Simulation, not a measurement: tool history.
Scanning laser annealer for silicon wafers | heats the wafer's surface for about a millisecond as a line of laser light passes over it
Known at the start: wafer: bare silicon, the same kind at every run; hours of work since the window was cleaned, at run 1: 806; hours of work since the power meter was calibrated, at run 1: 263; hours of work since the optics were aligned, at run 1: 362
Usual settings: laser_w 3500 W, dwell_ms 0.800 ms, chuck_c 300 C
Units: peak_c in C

run   hour  laser_w  dwell_ms  chuck_c  hours of work since the window was cleaned  hours of work since the power meter was calibrated  hours of work since the optics were aligned  peak_c
  1    0.0     3500     0.800      300                                         806                                                 263                                          362    1044
  2   10.9     3500     0.800      280                                         814                                                 270                                          369    1021
  3   23.4     3500     0.800      327                                         823                                                 279                                          378    1066
  4   30.3     3500     0.800      327                                         827                                                 283                                          382    1070
  5   36.0     3500     0.800      327                                         831                                                 287                                          386    1070
  6   43.2     3500     0.800      320                                         836                                                 292                                          391    1061
      50.1  -- window over the wafer cleaned
  7   53.6     3500     0.800      320                                           2                                                 298                                          397    1080
  8   66.6     3500     0.800      320                                          11                                                 307                                          406    1079
  9   75.7     3459     0.800      300                                          18                                                 313                                          412    1052
 10   82.2     3459     0.800      300                                          22                                                 318                                          417    1050
 11   91.3     3459     0.800      300                                          28                                                 324                                          423    1049
 12  100.8     3500     0.628      300                                          35                                                 330                                          429     965
 13  106.7     3500     0.800      311                                          39                                                 335                                          433    1068
 14  113.5     3500     0.800      311                                          44                                                 339                                          438    1069
 15  124.0     3674     0.800      311                                          51                                                 346                                          445    1105
 16  131.0     3500     0.800      300                                          55                                                 351                                          450    1057
 17  144.0     3500     0.800      273                                          64                                                 360                                          459    1031
 18  157.1     3500     0.800      273                                          73                                                 369                                          468    1030
 19  165.8     3500     0.800      273                                          79                                                 375                                          474    1031
 20  179.0     3500     0.800      273                                          88                                                 384                                          483    1026
 21  186.1     3500     0.800      314                                          93                                                 389                                          488    1068
 22  199.0     3368     0.979      300                                         102                                                 398                                          497    1108
     204.9  -- optics aligned, line set to its width
 23  211.3     3368     0.979      300                                         107                                                 403                                            4    1107
 24  219.5     3500     0.836      300                                         113                                                 408                                           10    1074
 25  229.6     3019     0.650      311                                         120                                                 415                                           17     894
 26  238.4     3019     0.650      311                                         126                                                 421                                           23     899
 27  250.6     3166     0.861      312                                         134                                                 430                                           31    1020
     259.1  -- optics aligned, line set to its width, once more
 28  263.4     3515     0.800      279                                         139                                                 435                                            3    1042
 29  271.0     3164     0.800      323                                         145                                                 440                                            8    1013
 30  282.7     3500     0.756      300                                         153                                                 448                                           16    1042
 31  293.1     3500     0.756      300                                         160                                                 456                                           23    1040
 32  306.3     3168     0.774      296                                         169                                                 465                                           32     974
 33  314.0     3168     0.774      296                                         174                                                 470                                           38     975
 34  323.3     3474     0.676      285                                         181                                                 476                                           44     978
 35  329.5     3500     0.800      299                                         185                                                 480                                           48    1058
 36  342.4     3576     0.706      331                                         194                                                 489                                           57    1059
 37  354.1     3320     0.706      304                                         202                                                 497                                           65     982
 38  366.5     3001     0.836      308                                         210                                                 506                                           74     976
 39  376.8     3226     0.753      261                                         217                                                 513                                           81     941
 40  382.6     3226     0.932      261                                         221                                                 517                                           85    1018
 41  391.3     3226     0.932      261                                         227                                                 523                                           91    1014
 42  398.6     3491     0.596      309                                         232                                                 528                                           96     961

How the hidden state differs across the entries between the runs, from the last listed run before each to the first after it:
Between runs 6 and 7: window over the wafer cleaned (hour 50.1)
  light that passes the window, % of a clean one's: 97.5 -> 99.71; width of the line over the set one, %: 1.45 -> 1.47
  measured less the result without the state, peak_c: -23 -> -6 C
Between runs 22 and 23: optics aligned, line set to its width (hour 204.9)
  light that passes the window, % of a clean one's: 99.45 -> 99.44; width of the line over the set one, %: 1.8 -> 2.13
  measured less the result without the state, peak_c: -9 -> -11 C
Between runs 27 and 28: optics aligned, line set to its width, once more (hour 259.1)
  light that passes the window, % of a clean one's: 99.37 -> 99.36; width of the line over the set one, %: 2.22 -> 0.24
  measured less the result without the state, peak_c: -10 -> -3 C
